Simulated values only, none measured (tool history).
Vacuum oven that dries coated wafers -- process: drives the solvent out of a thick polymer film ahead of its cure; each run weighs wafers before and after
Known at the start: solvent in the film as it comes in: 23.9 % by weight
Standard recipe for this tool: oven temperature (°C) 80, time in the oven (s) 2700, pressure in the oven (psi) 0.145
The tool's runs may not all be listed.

{"run": 1, "day": 0.0, "oven temperature (°C)": 80, "time in the oven (s)": 2700, "pressure in the oven (psi)": 0.145, "solvent left in the film (%)": 3.87}
{"run": 2, "day": 1.808, "oven temperature (°C)": 76, "time in the oven (s)": 2700, "pressure in the oven (psi)": 0.145, "solvent left in the film (%)": 5.22}
{"day": 3.138, "done": "oven's thermocouples calibrated"}
{"run": 3, "day": 3.138, "oven temperature (°C)": 76, "time in the oven (s)": 2700, "pressure in the oven (psi)": 0.145, "solvent left in the film (%)": 4.41}
{"run": 4, "day": 4.296, "oven temperature (°C)": 76, "time in the oven (s)": 2700, "pressure in the oven (psi)": 0.145, "solvent left in the film (%)": 4.29}
{"run": 5, "day": 5.429, "oven temperature (°C)": 76, "time in the oven (s)": 3720, "pressure in the oven (psi)": 0.145, "solvent left in the film (%)": 2.72}
{"run": 6, "day": 6.746, "oven temperature (°C)": 76, "time in the oven (s)": 3720, "pressure in the oven (psi)": 0.145, "solvent left in the film (%)": 2.65}
{"run": 7, "day": 7.912, "oven temperature (°C)": 80, "time in the oven (s)": 2700, "pressure in the oven (psi)": 0.193, "solvent left in the film (%)": 3.45}
{"run": 8, "day": 8.983, "oven temperature (°C)": 80, "time in the oven (s)": 2700, "pressure in the oven (psi)": 0.236, "solvent left in the film (%)": 3.59}
{"run": 9, "day": 10.279, "oven temperature (°C)": 82, "time in the oven (s)": 2700, "pressure in the oven (psi)": 0.145, "solvent left in the film (%)": 2.91}
{"run": 10, "day": 11.65, "oven temperature (°C)": 74, "time in the oven (s)": 2820, "pressure in the oven (psi)": 0.171, "solvent left in the film (%)": 4.9}
{"run": 11, "day": 12.825, "oven temperature (°C)": 74, "time in the oven (s)": 2820, "pressure in the oven (psi)": 0.171, "solvent left in the film (%)": 4.82}
{"run": 12, "day": 14.183, "oven temperature (°C)": 74, "time in the oven (s)": 2820, "pressure in the oven (psi)": 0.171, "solvent left in the film (%)": 4.78}
{"run": 13, "day": 15.588, "oven temperature (°C)": 93, "time in the oven (s)": 1740, "pressure in the oven (psi)": 0.112, "solvent left in the film (%)": 2.55}
{"run": 14, "day": 17.242, "oven temperature (°C)": 93, "time in the oven (s)": 1740, "pressure in the oven (psi)": 0.112, "solvent left in the film (%)": 2.61}
{"run": 15, "day": 18.512, "oven temperature (°C)": 93, "time in the oven (s)": 4620, "pressure in the oven (psi)": 0.197, "solvent left in the film (%)": 0.59}
{"run": 16, "day": 20.2, "oven temperature (°C)": 93, "time in the oven (s)": 2040, "pressure in the oven (psi)": 0.197, "solvent left in the film (%)": 2.1}
{"run": 17, "day": 22.192, "oven temperature (°C)": 80, "time in the oven (s)": 2700, "pressure in the oven (psi)": 0.113, "solvent left in the film (%)": 3.44}

Each row is a separate what-if for the run after 17, all from the same tool condition, not one after another. Results?
{"run": "A", "day": 23.371, "oven temperature (°C)": 80, "time in the oven (s)": 1440, "pressure in the oven (psi)": 0.354, "solvent left in the film (%)": "?"}
{"run": "B", "day": 23.371, "oven temperature (°C)": 94, "time in the oven (s)": 1380, "pressure in the oven (psi)": 0.146, "solvent left in the film (%)": "?"}
{"run": "C", "day": 23.371, "oven temperature (°C)": 80, "time in the oven (s)": 2760, "pressure in the oven (psi)": 0.145, "solvent left in the film (%)": "?"}
{"run": "D", "day": 23.371, "oven temperature (°C)": 80, "time in the oven (s)": 2700, "pressure in the oven (psi)": 0.37, "solvent left in the film (%)": "?"}
{"run": "E", "day": 23.371, "oven temperature (°C)": 84, "time in the oven (s)": 1620, "pressure in the oven (psi)": 0.316, "solvent left in the film (%)": "?"}

run=A solvent_left_in_the_film_(%)=7.99
run=B solvent_left_in_the_film_(%)=3.65
run=C solvent_left_in_the_film_(%)=3.36
run=D solvent_left_in_the_film_(%)=4.28
run=E solvent_left_in_the_film_(%)=5.83
Stripped of hidden state, with their random variation kept, the same runs would have yielded:
run=A solvent_left_in_the_film_(%)=7.72
run=B solvent_left_in_the_film_(%)=3.46
run=C solvent_left_in_the_film_(%)=3.09
run=D solvent_left_in_the_film_(%)=4.00
run=E solvent_left_in_the_film_(%)=5.58
